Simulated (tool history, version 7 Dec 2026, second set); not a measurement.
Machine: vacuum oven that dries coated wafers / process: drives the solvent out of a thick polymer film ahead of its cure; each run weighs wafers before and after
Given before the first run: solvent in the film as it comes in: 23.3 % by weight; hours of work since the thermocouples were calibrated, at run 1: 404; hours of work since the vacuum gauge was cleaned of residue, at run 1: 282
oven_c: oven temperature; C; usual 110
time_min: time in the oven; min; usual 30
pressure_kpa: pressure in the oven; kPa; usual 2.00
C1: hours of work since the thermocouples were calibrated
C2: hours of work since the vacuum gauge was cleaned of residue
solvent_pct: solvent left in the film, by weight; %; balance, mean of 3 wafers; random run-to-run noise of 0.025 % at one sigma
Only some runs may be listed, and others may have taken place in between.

{"run": 1, "hour": 0.0, "oven_c": 110, "time_min": 30, "pressure_kpa": 2.0, "C1": 404, "C2": 282, "solvent_pct": 2.67}
{"run": 2, "hour": 66.1, "oven_c": 110, "time_min": 16, "pressure_kpa": 2.0, "C1": 441, "C2": 319, "solvent_pct": 6.42}
{"run": 3, "hour": 105.3, "oven_c": 112, "time_min": 30, "pressure_kpa": 2.0, "C1": 464, "C2": 341, "solvent_pct": 2.11}
{"run": 4, "hour": 142.0, "oven_c": 112, "time_min": 30, "pressure_kpa": 2.0, "C1": 484, "C2": 362, "solvent_pct": 2.15}
{"run": 5, "hour": 204.7, "oven_c": 110, "time_min": 30, "pressure_kpa": 2.0, "C1": 520, "C2": 398, "solvent_pct": 2.64}
{"run": 6, "hour": 242.6, "oven_c": 110, "time_min": 30, "pressure_kpa": 2.0, "C1": 541, "C2": 419, "solvent_pct": 2.63}
{"run": 7, "hour": 311.6, "oven_c": 110, "time_min": 30, "pressure_kpa": 2.0, "C1": 581, "C2": 458, "solvent_pct": 2.6}
{"run": 8, "hour": 391.3, "oven_c": 98, "time_min": 30, "pressure_kpa": 2.0, "C1": 626, "C2": 503, "solvent_pct": 7.3}
{"run": 9, "hour": 430.7, "oven_c": 98, "time_min": 30, "pressure_kpa": 2.0, "C1": 648, "C2": 526, "solvent_pct": 7.35}
{"run": 10, "hour": 493.3, "oven_c": 98, "time_min": 30, "pressure_kpa": 2.0, "C1": 683, "C2": 561, "solvent_pct": 7.38}
{"run": 11, "hour": 526.9, "oven_c": 110, "time_min": 30, "pressure_kpa": 2.0, "C1": 703, "C2": 580, "solvent_pct": 2.6}
{"run": 12, "hour": 597.9, "oven_c": 110, "time_min": 41, "pressure_kpa": 2.0, "C1": 743, "C2": 620, "solvent_pct": 1.44}
{"run": 13, "hour": 638.1, "oven_c": 118, "time_min": 30, "pressure_kpa": 2.0, "C1": 766, "C2": 643, "solvent_pct": 0.95}
{"run": 14, "hour": 708.9, "oven_c": 118, "time_min": 30, "pressure_kpa": 2.0, "C1": 806, "C2": 683, "solvent_pct": 0.97}
{"run": 15, "hour": 778.8, "oven_c": 110, "time_min": 30, "pressure_kpa": 2.0, "C1": 845, "C2": 723, "solvent_pct": 2.53}
{"run": 16, "hour": 828.4, "oven_c": 110, "time_min": 30, "pressure_kpa": 2.0, "C1": 873, "C2": 751, "solvent_pct": 2.54}
{"run": 17, "hour": 878.4, "oven_c": 110, "time_min": 30, "pressure_kpa": 6.65, "C1": 902, "C2": 779, "solvent_pct": 3.52}
{"hour": 884.0, "done": "vacuum gauge cleaned of residue and calibrated"}
{"run": 18, "hour": 921.8, "oven_c": 110, "time_min": 30, "pressure_kpa": 6.65, "C1": 925, "C2": 21, "solvent_pct": 3.58}
{"run": 19, "hour": 968.8, "oven_c": 110, "time_min": 30, "pressure_kpa": 3.49, "C1": 952, "C2": 48, "solvent_pct": 2.87}
{"hour": 993.1, "done": "oven's thermocouples calibrated"}
{"run": 20, "hour": 1009.7, "oven_c": 110, "time_min": 47, "pressure_kpa": 2.0, "C1": 9, "C2": 70, "solvent_pct": 1.27}
{"run": 21, "hour": 1086.6, "oven_c": 109, "time_min": 23, "pressure_kpa": 1.12, "C1": 53, "C2": 114, "solvent_pct": 4.41}
{"run": 22, "hour": 1132.1, "oven_c": 109, "time_min": 43, "pressure_kpa": 5.32, "C1": 79, "C2": 139, "solvent_pct": 2.43}
{"run": 23, "hour": 1175.8, "oven_c": 109, "time_min": 43, "pressure_kpa": 5.32, "C1": 103, "C2": 164, "solvent_pct": 2.47}
{"run": 24, "hour": 1216.5, "oven_c": 110, "time_min": 20, "pressure_kpa": 3.63, "C1": 127, "C2": 187, "solvent_pct": 5.37}
{"hour": 1230.5, "done": "vacuum gauge cleaned of residue and calibrated, once more"}
{"run": 25, "hour": 1290.9, "oven_c": 99, "time_min": 22, "pressure_kpa": 2.33, "C1": 168, "C2": 34, "solvent_pct": 9.05}
{"run": 26, "hour": 1357.4, "oven_c": 110, "time_min": 30, "pressure_kpa": 1.01, "C1": 206, "C2": 72, "solvent_pct": 2.46}
{"run": 27, "hour": 1392.7, "oven_c": 110, "time_min": 30, "pressure_kpa": 4.73, "C1": 226, "C2": 92, "solvent_pct": 3.21}
{"run": 28, "hour": 1439.5, "oven_c": 107, "time_min": 47, "pressure_kpa": 1.6, "C1": 252, "C2": 118, "solvent_pct": 1.58}
{"run": 29, "hour": 1477.9, "oven_c": 107, "time_min": 47, "pressure_kpa": 1.6, "C1": 274, "C2": 140, "solvent_pct": 1.57}
{"run": 30, "hour": 1539.9, "oven_c": 113, "time_min": 43, "pressure_kpa": 4.35, "C1": 309, "C2": 175, "solvent_pct": 1.38}
{"run": 31, "hour": 1608.8, "oven_c": 118, "time_min": 26, "pressure_kpa": 2.0, "C1": 348, "C2": 214, "solvent_pct": 1.3}
{"run": 32, "hour": 1676.0, "oven_c": 110, "time_min": 20, "pressure_kpa": 6.92, "C1": 386, "C2": 252, "solvent_pct": 5.76}
{"run": 33, "hour": 1735.4, "oven_c": 99, "time_min": 30, "pressure_kpa": 6.4, "C1": 420, "C2": 286, "solvent_pct": 7.94}
{"run": 34, "hour": 1785.2, "oven_c": 110, "time_min": 23, "pressure_kpa": 7.3, "C1": 448, "C2": 314, "solvent_pct": 5.02}
{"run": 35, "hour": 1852.3, "oven_c": 116, "time_min": 23, "pressure_kpa": 1.5, "C1": 486, "C2": 352, "solvent_pct": 2.03}
{"run": 36, "hour": 1891.4, "oven_c": 116, "time_min": 23, "pressure_kpa": 1.5, "C1": 508, "C2": 374, "solvent_pct": 1.99}
{"run": 37, "hour": 1938.4, "oven_c": 122, "time_min": 23, "pressure_kpa": 1.5, "C1": 535, "C2": 401, "solvent_pct": 0.87}
{"run": 38, "hour": 2009.4, "oven_c": 114, "time_min": 23, "pressure_kpa": 1.5, "C1": 575, "C2": 441, "solvent_pct": 2.54}
{"run": 39, "hour": 2054.0, "oven_c": 123, "time_min": 30, "pressure_kpa": 1.12, "C1": 600, "C2": 467, "solvent_pct": 0.38}
{"run": 40, "hour": 2114.0, "oven_c": 119, "time_min": 38, "pressure_kpa": 1.77, "C1": 634, "C2": 501, "solvent_pct": 0.5}

Each row is a separate what-if for the run after 40, all from the same tool condition, not one after another. Results?
{"run": "A", "hour": 2179.6, "oven_c": 113, "time_min": 38, "pressure_kpa": 2.53, "C1": 671, "C2": 538, "solvent_pct": "?"}
{"run": "B", "hour": 2179.6, "oven_c": 102, "time_min": 17, "pressure_kpa": 4.27, "C1": 671, "C2": 538, "solvent_pct": "?"}
{"run": "C", "hour": 2179.6, "oven_c": 110, "time_min": 25, "pressure_kpa": 2.0, "C1": 671, "C2": 538, "solvent_pct": "?"}
{"run": "D", "hour": 2179.6, "oven_c": 119, "time_min": 38, "pressure_kpa": 7.72, "C1": 671, "C2": 538, "solvent_pct": "?"}

run=A solvent_pct=1.25
run=B solvent_pct=9.69
run=C solvent_pct=3.46
run=D solvent_pct=1.55
Stripped of hidden state, with their random variation kept, the same runs would have yielded:
run=A solvent_pct=1.28
run=B solvent_pct=9.86
run=C solvent_pct=3.58
run=D solvent_pct=1.56

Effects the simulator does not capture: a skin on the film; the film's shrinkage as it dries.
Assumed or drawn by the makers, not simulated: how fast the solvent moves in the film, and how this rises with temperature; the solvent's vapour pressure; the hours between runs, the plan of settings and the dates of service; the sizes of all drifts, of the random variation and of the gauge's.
